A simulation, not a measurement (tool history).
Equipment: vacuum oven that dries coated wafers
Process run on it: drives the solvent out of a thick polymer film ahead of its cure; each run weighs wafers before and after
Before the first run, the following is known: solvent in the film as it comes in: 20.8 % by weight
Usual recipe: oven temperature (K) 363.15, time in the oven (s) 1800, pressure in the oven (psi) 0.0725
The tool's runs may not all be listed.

run	hour	oven temperature (K)	time in the oven (s)	pressure in the oven (psi)	solvent left in the film (%)
1	0.0	363.15	1800	0.0725	1.77
2	74.8	376.15	1800	0.0725	0.54
3	170.2	363.15	1800	0.0725	1.72
4	265.8	363.15	3060	0.0725	0.84
5	328.8	363.15	3060	0.0725	0.86
6	385.2	363.15	3060	0.0725	0.85
7	435.1	363.15	900	0.0725	4.82
8	523.1	365.15	1800	0.0725	1.46
9	617.3	365.15	1800	0.0725	1.44
10	704.1	365.15	1800	0.0725	1.45
11	803.1	365.15	1800	0.0725	1.43
# hour 838.7: oven's thermocouples calibrated
12	885.9	365.15	1800	0.0725	1.67
13	950.7	369.15	1800	0.0725	1.13
14	1049.2	369.15	1800	0.0725	1.15
15	1120.3	369.15	1800	0.0725	1.15
16	1190.1	369.15	1080	0.0725	2.71
17	1247.5	369.15	1080	0.0725	2.72
18	1353.3	369.15	1080	0.0725	2.68
19	1419.6	369.15	1080	0.0725	2.69
20	1488.4	369.15	1080	0.0725	2.69
21	1543.9	369.15	1080	0.0725	2.70
22	1622.3	369.15	1080	0.0725	2.70
23	1683.8	369.15	1080	0.0725	2.69
24	1762.3	363.15	1800	0.1173	2.19
25	1854.5	363.15	1800	0.1173	2.21
26	1935.4	363.15	1800	0.1173	2.20
27	1982.1	377.15	1500	0.1173	0.89
28	2078.5	363.15	1980	0.1281	1.96
29	2153.3	356.15	1800	0.1674	4.04
30	2211.9	348.15	2040	0.0464	5.20
31	2304.4	363.15	1380	0.0725	2.96
32	2361.5	363.15	2940	0.0725	1.11
# hour 2418.5: vacuum gauge cleaned of residue and calibrated
33	2418.5	375.15	2220	0.0725	0.26
34	2489.0	354.15	1080	0.1208	6.51
35	2537.9	363.15	960	0.0725	4.32
36	2588.5	363.15	960	0.1020	4.39
37	2677.4	363.15	960	0.1020	4.36
38	2779.1	363.15	2340	0.0386	0.72
39	2874.9	365.15	1800	0.2827	1.87
40	2939.0	373.15	1560	0.1507	0.88
41	2984.0	373.15	1560	0.1507	0.84
42	3059.9	358.15	960	0.0389	5.58
43	3154.7	370.15	1860	0.0389	0.51
44	3232.4	377.15	960	0.0725	1.28
45	3314.0	377.15	960	0.0725	1.23
46	3390.0	377.15	960	0.0725	1.27
47	3450.1	363.15	2400	0.0725	0.78

Forecast each of these 3 alternatives for the next run:
A	3549.2	363.15	960	0.0587	?
B	3549.2	366.15	1320	0.2733	?
C	3549.2	350.15	1800	0.2077	?

run	solvent left in the film (%)
A	4.17
B	2.68
C	5.24
What these runs would have given with no unlogged condition in the tool:
run	solvent left in the film (%)
A	4.51
B	2.91
C	5.60
